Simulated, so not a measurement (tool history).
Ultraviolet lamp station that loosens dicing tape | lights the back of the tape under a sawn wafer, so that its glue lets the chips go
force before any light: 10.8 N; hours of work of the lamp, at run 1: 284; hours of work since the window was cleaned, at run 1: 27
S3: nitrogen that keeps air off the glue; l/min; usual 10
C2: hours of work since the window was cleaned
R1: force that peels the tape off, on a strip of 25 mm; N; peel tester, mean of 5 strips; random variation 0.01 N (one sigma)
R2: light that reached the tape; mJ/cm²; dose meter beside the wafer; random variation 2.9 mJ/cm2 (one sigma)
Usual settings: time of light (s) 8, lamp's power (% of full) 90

run 1 day=0.000 | time_of_light_(s)=8 lamp's_power_(%_of_full)=90 S3=10 | hours_of_work_of_the_lamp=284 C2=27 | R1=0.563 R2=369
run 2 day=0.488 | time_of_light_(s)=8 lamp's_power_(%_of_full)=90 S3=10 | hours_of_work_of_the_lamp=292 C2=35 | R1=0.578 R2=364
run 3 day=0.925 | time_of_light_(s)=8 lamp's_power_(%_of_full)=90 S3=10 | hours_of_work_of_the_lamp=299 C2=42 | R1=0.593 R2=359
run 4 day=1.542 | time_of_light_(s)=8 lamp's_power_(%_of_full)=90 S3=10 | hours_of_work_of_the_lamp=309 C2=52 | R1=0.600 R2=356
run 5 day=1.921 | time_of_light_(s)=8 lamp's_power_(%_of_full)=90 S3=10 | hours_of_work_of_the_lamp=315 C2=59 | R1=0.622 R2=363
run 6 day=2.512 | time_of_light_(s)=8 lamp's_power_(%_of_full)=90 S3=10 | hours_of_work_of_the_lamp=325 C2=69 | R1=0.613 R2=353
run 7 day=2.896 | time_of_light_(s)=8 lamp's_power_(%_of_full)=90 S3=10 | hours_of_work_of_the_lamp=332 C2=75 | R1=0.629 R2=349
run 8 day=3.592 | time_of_light_(s)=8 lamp's_power_(%_of_full)=90 S3=15 | hours_of_work_of_the_lamp=343 C2=87 | R1=0.519 R2=350
run 9 day=3.988 | time_of_light_(s)=8 lamp's_power_(%_of_full)=90 S3=10 | hours_of_work_of_the_lamp=350 C2=93 | R1=0.654 R2=353
run 10 day=4.371 | time_of_light_(s)=8 lamp's_power_(%_of_full)=90 S3=10 | hours_of_work_of_the_lamp=356 C2=99 | R1=0.664 R2=344
run 11 day=4.817 | time_of_light_(s)=8 lamp's_power_(%_of_full)=90 S3=10 | hours_of_work_of_the_lamp=364 C2=107 | R1=0.657 R2=344
run 12 day=5.417 | time_of_light_(s)=8 lamp's_power_(%_of_full)=90 S3=10 | hours_of_work_of_the_lamp=374 C2=117 | R1=0.686 R2=344
run 13 day=5.758 | time_of_light_(s)=8 lamp's_power_(%_of_full)=90 S3=10 | hours_of_work_of_the_lamp=379 C2=123 | R1=0.714 R2=338
run 14 day=6.396 | time_of_light_(s)=8 lamp's_power_(%_of_full)=90 S3=10 | hours_of_work_of_the_lamp=390 C2=133 | R1=0.725 R2=340
run 15 day=7.046 | time_of_light_(s)=13 lamp's_power_(%_of_full)=90 S3=10 | hours_of_work_of_the_lamp=401 C2=144 | R1=0.247 R2=548
run 16 day=7.662 | time_of_light_(s)=13 lamp's_power_(%_of_full)=90 S3=10 | hours_of_work_of_the_lamp=411 C2=154 | R1=0.247 R2=543
run 17 day=8.042 | time_of_light_(s)=13 lamp's_power_(%_of_full)=90 S3=10 | hours_of_work_of_the_lamp=417 C2=161 | R1=0.263 R2=536
run 18 day=8.512 | time_of_light_(s)=13 lamp's_power_(%_of_full)=90 S3=10 | hours_of_work_of_the_lamp=425 C2=168 | R1=0.258 R2=533
run 19 day=9.183 | time_of_light_(s)=8 lamp's_power_(%_of_full)=67 S3=10 | hours_of_work_of_the_lamp=437 C2=180 | R1=1.391 R2=244
run 20 day=9.771 | time_of_light_(s)=4 lamp's_power_(%_of_full)=65 S3=10 | hours_of_work_of_the_lamp=446 C2=189 | R1=3.918 R2=116
run 21 day=10.146 | time_of_light_(s)=8 lamp's_power_(%_of_full)=61 S3=17 | hours_of_work_of_the_lamp=453 C2=196 | R1=1.387 R2=216
run 22 day=10.529 | time_of_light_(s)=4 lamp's_power_(%_of_full)=92 S3=19 | hours_of_work_of_the_lamp=459 C2=202 | R1=2.199 R2=167
run 23 day=10.996 | time_of_light_(s)=5 lamp's_power_(%_of_full)=90 S3=18 | hours_of_work_of_the_lamp=467 C2=210 | R1=1.594 R2=202
run 24 day=11.329 | time_of_light_(s)=5 lamp's_power_(%_of_full)=90 S3=18 | hours_of_work_of_the_lamp=472 C2=215 | R1=1.634 R2=202
run 25 day=12.046 | time_of_light_(s)=13 lamp's_power_(%_of_full)=68 S3=17 | hours_of_work_of_the_lamp=484 C2=227 | R1=0.392 R2=389
run 26 day=12.621 | time_of_light_(s)=8 lamp's_power_(%_of_full)=83 S3=19 | hours_of_work_of_the_lamp=494 C2=237 | R1=0.740 R2=288
run 27 day=13.238 | time_of_light_(s)=9 lamp's_power_(%_of_full)=83 S3=11 | hours_of_work_of_the_lamp=504 C2=247 | R1=0.739 R2=321
run 28 day=13.812 | time_of_light_(s)=13 lamp's_power_(%_of_full)=72 S3=4 | hours_of_work_of_the_lamp=514 C2=257 | R1=0.892 R2=397
run 29 day=14.379 | time_of_light_(s)=13 lamp's_power_(%_of_full)=98 S3=19 | hours_of_work_of_the_lamp=523 C2=266 | R1=0.223 R2=542
run 30 day=15.104 | time_of_light_(s)=13 lamp's_power_(%_of_full)=98 S3=19 | hours_of_work_of_the_lamp=535 C2=278 | R1=0.224 R2=533
run 31 day=15.529 | time_of_light_(s)=10 lamp's_power_(%_of_full)=68 S3=7 | hours_of_work_of_the_lamp=542 C2=285 | R1=1.241 R2=282
run 32 day=15.825 | time_of_light_(s)=6 lamp's_power_(%_of_full)=64 S3=18 | hours_of_work_of_the_lamp=547 C2=290 | R1=2.310 R2=165
run 33 day=16.267 | time_of_light_(s)=15 lamp's_power_(%_of_full)=76 S3=10 | hours_of_work_of_the_lamp=555 C2=298 | R1=0.338 R2=470
run 34 day=16.771 | time_of_light_(s)=5 lamp's_power_(%_of_full)=91 S3=9 | hours_of_work_of_the_lamp=563 C2=306 | R1=2.258 R2=186
run 35 day=17.233 | time_of_light_(s)=5 lamp's_power_(%_of_full)=91 S3=9 | hours_of_work_of_the_lamp=571 C2=314 | R1=2.407 R2=189
run 36 day=17.942 | time_of_light_(s)=9 lamp's_power_(%_of_full)=90 S3=10 | hours_of_work_of_the_lamp=582 C2=326 | R1=0.730 R2=328
run 37 day=18.458 | time_of_light_(s)=10 lamp's_power_(%_of_full)=88 S3=10 | hours_of_work_of_the_lamp=591 C2=334 | R1=0.643 R2=354
run 38 day=18.771 | time_of_light_(s)=8 lamp's_power_(%_of_full)=90 S3=14 | hours_of_work_of_the_lamp=596 C2=339 | R1=0.844 R2=289

3 ways to go on from here, each from the tool as it stands after run 38. What would each give?
-- day=18.929 window cleaned of glue's vapour
run A day=19.175 | time_of_light_(s)=11 lamp's_power_(%_of_full)=90 S3=14 | hours_of_work_of_the_lamp=603 C2=4 | R1=? R2=?
-- day=18.929 window cleaned of glue's vapour
run B day=19.175 | time_of_light_(s)=9 lamp's_power_(%_of_full)=93 S3=16 | hours_of_work_of_the_lamp=603 C2=4 | R1=? R2=?
-- day=18.929 window cleaned of glue's vapour
run C day=19.175 | time_of_light_(s)=5 lamp's_power_(%_of_full)=90 S3=16 | hours_of_work_of_the_lamp=603 C2=4 | R1=? R2=?

run=A R1=0.296 R2=446
run=B R1=0.431 R2=375
run=C R1=1.593 R2=203
Without the tool's hidden state the same runs would have given:
run=A R1=0.196 R2=568
run=B R1=0.267 R2=479
run=C R1=0.990 R2=259

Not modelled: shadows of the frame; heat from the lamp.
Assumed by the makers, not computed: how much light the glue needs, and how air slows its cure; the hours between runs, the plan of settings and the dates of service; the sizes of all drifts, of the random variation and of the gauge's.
